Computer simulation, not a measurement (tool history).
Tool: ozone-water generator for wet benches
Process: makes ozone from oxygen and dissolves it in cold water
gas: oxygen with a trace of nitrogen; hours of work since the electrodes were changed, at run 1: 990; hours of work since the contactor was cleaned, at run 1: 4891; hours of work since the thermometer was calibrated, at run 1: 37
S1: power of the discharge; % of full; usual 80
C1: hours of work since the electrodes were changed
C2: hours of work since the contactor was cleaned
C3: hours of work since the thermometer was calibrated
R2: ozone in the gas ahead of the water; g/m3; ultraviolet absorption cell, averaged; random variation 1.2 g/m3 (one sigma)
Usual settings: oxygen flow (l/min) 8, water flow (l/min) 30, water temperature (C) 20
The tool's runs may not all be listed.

Run 1, hour 0: usual settings; C1 990; C2 4891; C3 37. Result: dissolved ozone (ppm) 18.8, R2 203.4 g/m3.
Run 2, hour 36.5: usual settings; C1 1016; C2 4917; C3 63. Result: dissolved ozone (ppm) 18.9, R2 203.7 g/m3.
Run 3, hour 67.9: usual settings; C1 1039; C2 4939; C3 85. Result: dissolved ozone (ppm) 19, R2 202.2 g/m3.
Run 4, hour 112.6: usual settings; C1 1070; C2 4971; C3 117. Result: dissolved ozone (ppm) 19.1, R2 201.1 g/m3.
Run 5, hour 154.6: usual settings; C1 1100; C2 5001; C3 147. Result: dissolved ozone (ppm) 18.7, R2 202.2 g/m3.
Run 6, hour 173.9: usual settings but S1 74 % of full; C1 1114; C2 5015; C3 161. Result: dissolved ozone (ppm) 17.8, R2 190.1 g/m3.
Run 7, hour 210.3: usual settings but S1 74 % of full; C1 1140; C2 5041; C3 187. Result: dissolved ozone (ppm) 17.7, R2 192.1 g/m3.
Run 8, hour 242.4: usual settings but S1 74 % of full; C1 1163; C2 5064; C3 210. Result: dissolved ozone (ppm) 17.7, R2 191.5 g/m3.
Run 9, hour 265: usual settings but S1 74 % of full; C1 1179; C2 5080; C3 226. Result: dissolved ozone (ppm) 17.8, R2 189.9 g/m3.
Run 10, hour 297.7: usual settings; C1 1202; C2 5103; C3 249. Result: dissolved ozone (ppm) 18.9, R2 201.3 g/m3.
Run 11, hour 316.5: usual settings; C1 1216; C2 5117; C3 262. Result: dissolved ozone (ppm) 18.8, R2 202.5 g/m3.
Run 12, hour 341.3: usual settings but S1 56 % of full; C1 1233; C2 5134; C3 280. Result: dissolved ozone (ppm) 14.6, R2 155.7 g/m3.
Run 13, hour 367.4: usual settings but water flow (l/min) 34; C1 1252; C2 5153; C3 299. Result: dissolved ozone (ppm) 16.5, R2 202.6 g/m3.
Run 14, hour 403.2: usual settings but oxygen flow (l/min) 7.47, water flow (l/min) 20; C1 1278; C2 5178; C3 324. Result: dissolved ozone (ppm) 25.7, R2 209.9 g/m3.
Run 15, hour 444.9: usual settings but oxygen flow (l/min) 7.47, water flow (l/min) 20; C1 1307; C2 5208; C3 354. Result: dissolved ozone (ppm) 25.6, R2 209.1 g/m3.
Run 16, hour 477.2: usual settings but S1 90 % of full, oxygen flow (l/min) 7.47, water flow (l/min) 25; C1 1330; C2 5231; C3 377. Result: dissolved ozone (ppm) 23.6, R2 227.3 g/m3.
Run 17, hour 521.7: usual settings but S1 47 % of full, oxygen flow (l/min) 12.89, water temperature (C) 17; C1 1362; C2 5263; C3 409. Result: dissolved ozone (ppm) 12.8, R2 103.5 g/m3.
Run 18, hour 554.6: usual settings but S1 46 % of full, oxygen flow (l/min) 4.23, water flow (l/min) 42, water temperature (C) 14; C1 1385; C2 5286; C3 432. Result: dissolved ozone (ppm) 9.4, R2 200.4 g/m3.
Run 19, hour 590.6: usual settings but S1 46 % of full, oxygen flow (l/min) 4.23, water flow (l/min) 42, water temperature (C) 14; C1 1411; C2 5312; C3 458. Result: dissolved ozone (ppm) 9.2, R2 198.3 g/m3.

Run 20 comes next. What will it give?
Run 20, hour 629.2: usual settings but S1 55 % of full, oxygen flow (l/min) 5.4, water flow (l/min) 21, water temperature (C) 28; C1 1439; C2 5339; C3 485. Result: dissolved ozone (ppm) ?, R2 ?.

Run 20 gave dissolved ozone (ppm) 17.3, R2 194.3 g/m3.
Without the tool's hidden state the same run would have given dissolved ozone (ppm) 18.1, R2 200.5 g/m3.
